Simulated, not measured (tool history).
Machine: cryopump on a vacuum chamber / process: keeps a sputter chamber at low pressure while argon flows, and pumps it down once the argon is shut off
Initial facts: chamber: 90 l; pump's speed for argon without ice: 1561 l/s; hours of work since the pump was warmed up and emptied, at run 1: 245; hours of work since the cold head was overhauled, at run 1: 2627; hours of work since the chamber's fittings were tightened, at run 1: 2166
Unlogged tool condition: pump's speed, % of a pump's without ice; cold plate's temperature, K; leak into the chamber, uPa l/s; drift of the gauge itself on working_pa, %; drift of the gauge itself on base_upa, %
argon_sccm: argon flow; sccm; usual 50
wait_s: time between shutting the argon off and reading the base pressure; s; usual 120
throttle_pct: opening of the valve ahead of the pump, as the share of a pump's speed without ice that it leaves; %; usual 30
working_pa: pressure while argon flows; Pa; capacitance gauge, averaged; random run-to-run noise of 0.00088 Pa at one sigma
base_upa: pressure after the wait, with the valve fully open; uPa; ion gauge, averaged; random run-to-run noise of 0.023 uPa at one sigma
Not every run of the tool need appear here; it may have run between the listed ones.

| run | day | argon_sccm | wait_s | throttle_pct | hours of work since the pump was warmed up and emptied | hours of work since the cold head was overhauled | hours of work since the chamber's fittings were tightened | working_pa | base_upa |
|---|---|---|---|---|---|---|---|---|---|
| 1 | 0 | 50 | 120 | 30 | 245 | 2627 | 2166 | 0.1874 | 1.96 |
| 2 | 2.083 | 54 | 120 | 30 | 286 | 2668 | 2206 | 0.202 | 1.95 |
| 3 | 5.596 | 54 | 120 | 30 | 354 | 2736 | 2275 | 0.2037 | 2.1 |
| 4 | 8.283 | 54 | 120 | 30 | 407 | 2789 | 2327 | 0.2049 | 2.03 |
| 5 | 12.138 | 54 | 120 | 30 | 482 | 2864 | 2403 | 0.2066 | 2.2 |
|  | 15.188 | pump warmed up, emptied and cooled again |
| 6 | 16.292 | 50 | 120 | 30 | 22 | 2941 | 2480 | 0.1813 | 2 |
| 7 | 18.092 | 50 | 25 | 30 | 57 | 2976 | 2515 | 0.1851 | 4.28 |
|  | 19.571 | leaking fittings of the chamber tightened, without venting |
| 8 | 20.154 | 50 | 120 | 30 | 95 | 3015 | 11 | 0.1837 | 0.8 |
| 9 | 21.942 | 50 | 120 | 30 | 130 | 3050 | 46 | 0.1845 | 0.81 |
| 10 | 24.858 | 50 | 120 | 30 | 187 | 3106 | 103 | 0.1855 | 0.9 |
| 11 | 28.325 | 50 | 120 | 30 | 255 | 3174 | 171 | 0.1869 | 0.92 |
| 12 | 31.35 | 50 | 120 | 30 | 314 | 3233 | 230 | 0.1894 | 0.94 |
| 13 | 35.383 | 50 | 120 | 30 | 392 | 3312 | 309 | 0.19 | 1.01 |
| 14 | 37.333 | 50 | 120 | 30 | 430 | 3350 | 347 | 0.1908 | 1.05 |
| 15 | 39.858 | 50 | 120 | 30 | 480 | 3399 | 396 | 0.1898 | 1.08 |
|  | 43.146 | pump warmed up, emptied and cooled again |
| 16 | 43.642 | 50 | 120 | 30 | 10 | 3469 | 466 | 0.1836 | 1.03 |
| 17 | 45.662 | 50 | 120 | 30 | 49 | 3508 | 505 | 0.1837 | 1.08 |
| 18 | 49.033 | 50 | 120 | 30 | 115 | 3574 | 571 | 0.1843 | 1.09 |
| 19 | 51.696 | 50 | 120 | 58 | 167 | 3626 | 623 | 0.0993 | 1.16 |
| 20 | 53.562 | 26 | 264 | 41 | 203 | 3663 | 659 | 0.0712 | 0.85 |
| 21 | 56.112 | 26 | 264 | 41 | 253 | 3712 | 709 | 0.0721 | 0.89 |
| 22 | 58.154 | 26 | 264 | 41 | 293 | 3752 | 749 | 0.0729 | 0.91 |
| 23 | 61.962 | 47 | 264 | 41 | 367 | 3827 | 823 | 0.134 | 0.93 |
| 24 | 64.812 | 47 | 264 | 41 | 423 | 3882 | 879 | 0.134 | 0.95 |
| 25 | 67.354 | 50 | 120 | 19 | 472 | 3932 | 928 | 0.2956 | 1.36 |
| 26 | 69.808 | 78 | 137 | 19 | 520 | 3980 | 976 | 0.4624 | 1.35 |
|  | 70.712 | pump warmed up, emptied and cooled again |
| 27 | 73.6 | 78 | 137 | 19 | 56 | 4050 | 1046 | 0.452 | 1.23 |
| 28 | 76.983 | 78 | 252 | 19 | 122 | 4116 | 1112 | 0.4535 | 1.03 |
| 29 | 78.754 | 22 | 42 | 33 | 157 | 4150 | 1147 | 0.0753 | 2.47 |
| 30 | 80.896 | 20 | 52 | 22 | 199 | 4192 | 1189 | 0.1012 | 2.18 |
| 31 | 84.092 | 20 | 52 | 22 | 261 | 4254 | 1251 | 0.1014 | 2.27 |
| 32 | 86.079 | 50 | 20 | 40 | 300 | 4293 | 1290 | 0.1432 | 4.48 |
| 33 | 88.171 | 83 | 40 | 25 | 341 | 4334 | 1331 | 0.375 | 2.73 |
| 34 | 91.712 | 83 | 40 | 25 | 410 | 4403 | 1400 | 0.3766 | 2.82 |
| 35 | 94.242 | 83 | 40 | 25 | 459 | 4452 | 1449 | 0.378 | 2.84 |

Alternative continuations, all from the tool just after run 35; predict every row:
| A | 97.808 | 32 | 94 | 25 | 529 | 4522 | 1519 | ? | ? |
| B | 97.808 | 32 | 29 | 22 | 529 | 4522 | 1519 | ? | ? |
| C | 97.808 | 51 | 257 | 41 | 529 | 4522 | 1519 | ? | ? |

| run | working_pa | base_upa |
|---|---|---|
| A | 0.147 | 1.87 |
| B | 0.1651 | 3.66 |
| C | 0.1468 | 1.37 |
Stripped of hidden state, with their random variation kept, the same runs would have yielded:
| run | working_pa | base_upa |
|---|---|---|
| A | 0.1386 | 0.95 |
| B | 0.1567 | 2.71 |
| C | 0.1335 | 0.48 |
